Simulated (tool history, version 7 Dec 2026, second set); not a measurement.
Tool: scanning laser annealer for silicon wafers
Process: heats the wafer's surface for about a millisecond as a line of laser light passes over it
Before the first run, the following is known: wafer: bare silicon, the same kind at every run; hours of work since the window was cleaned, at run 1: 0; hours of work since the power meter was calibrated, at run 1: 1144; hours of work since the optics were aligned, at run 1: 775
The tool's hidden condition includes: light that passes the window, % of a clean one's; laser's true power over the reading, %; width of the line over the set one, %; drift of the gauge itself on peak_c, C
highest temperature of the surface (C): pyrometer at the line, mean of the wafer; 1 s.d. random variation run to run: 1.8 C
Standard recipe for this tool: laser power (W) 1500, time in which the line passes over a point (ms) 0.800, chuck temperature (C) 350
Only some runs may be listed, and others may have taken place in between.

| run | day | laser power (W) | time in which the line passes over a point (ms) | chuck temperature (C) | hours of work since the window was cleaned | hours of work since the power meter was calibrated | hours of work since the optics were aligned | highest temperature of the surface (C) |
|---|---|---|---|---|---|---|---|---|
| 1 | 0.000 | 1500 | 0.800 | 350 | 0 | 1144 | 775 | 1047 |
| 2 | 3.325 | 1500 | 0.800 | 350 | 56 | 1200 | 830 | 1043 |
| 3 | 6.188 | 1500 | 0.800 | 350 | 103 | 1247 | 878 | 1042 |
| 4 | 9.900 | 1423 | 0.800 | 350 | 165 | 1309 | 940 | 1003 |
| 5 | 13.921 | 1500 | 0.720 | 350 | 233 | 1377 | 1007 | 996 |
| 6 | 16.000 | 1500 | 0.720 | 350 | 267 | 1411 | 1042 | 998 |
|  | 16.404 | laser's power meter calibrated |
| 7 | 18.979 | 1500 | 0.720 | 350 | 315 | 43 | 1090 | 995 |
| 8 | 22.079 | 1500 | 0.720 | 350 | 367 | 95 | 1142 | 989 |
| 9 | 24.933 | 1575 | 0.800 | 350 | 415 | 143 | 1189 | 1061 |
| 10 | 28.683 | 1575 | 0.800 | 376 | 477 | 205 | 1252 | 1085 |
|  | 30.542 | laser's power meter calibrated, once more |
| 11 | 31.779 | 1500 | 0.615 | 350 | 527 | 21 | 1302 | 935 |
| 12 | 35.062 | 1500 | 0.990 | 350 | 582 | 76 | 1356 | 1123 |
| 13 | 38.725 | 1409 | 0.625 | 351 | 643 | 137 | 1418 | 907 |
|  | 39.758 | optics aligned, line set to its width |
| 14 | 42.250 | 1482 | 0.625 | 363 | 698 | 192 | 42 | 953 |
|  | 45.554 | window over the wafer cleaned |
| 15 | 45.554 | 1482 | 0.625 | 363 | 0 | 246 | 95 | 962 |
| 16 | 48.317 | 1619 | 0.800 | 354 | 46 | 292 | 142 | 1106 |
| 17 | 50.450 | 1565 | 0.571 | 372 | 82 | 328 | 177 | 970 |
| 18 | 52.346 | 1500 | 0.800 | 351 | 114 | 360 | 209 | 1049 |
| 19 | 54.058 | 1352 | 0.800 | 324 | 142 | 388 | 238 | 955 |
| 20 | 56.146 | 1352 | 0.800 | 324 | 177 | 423 | 273 | 957 |

How would selected steps in highest temperature of the surface (C) from run to run divide? Give the signed amount a tool lacking its hidden state would still show from settings, what came in and random variation, and the signed amount left for the hidden state, including any gauge scatter that is not in both of the compared results.
Run 10 -> 11: laser power (W) 1575 -> 1500, time in which the line passes over a point (ms) 0.800 -> 0.615, chuck temperature (C) 376 -> 350, laser's power meter calibrated, once more. highest temperature of the surface (C) -150: hidden state +11, all else -161.
Run 11 -> 12: time in which the line passes over a point (ms) 0.615 -> 0.990. highest temperature of the surface (C) +188: hidden state -7, all else +195.
Run 12 -> 13: laser power (W) 1500 -> 1409, time in which the line passes over a point (ms) 0.990 -> 0.625, chuck temperature (C) 350 -> 351. highest temperature of the surface (C) -216: hidden state +6, all else -222.
Run 14 -> 15: window over the wafer cleaned. highest temperature of the surface (C) +9: hidden state +11, all else -2.
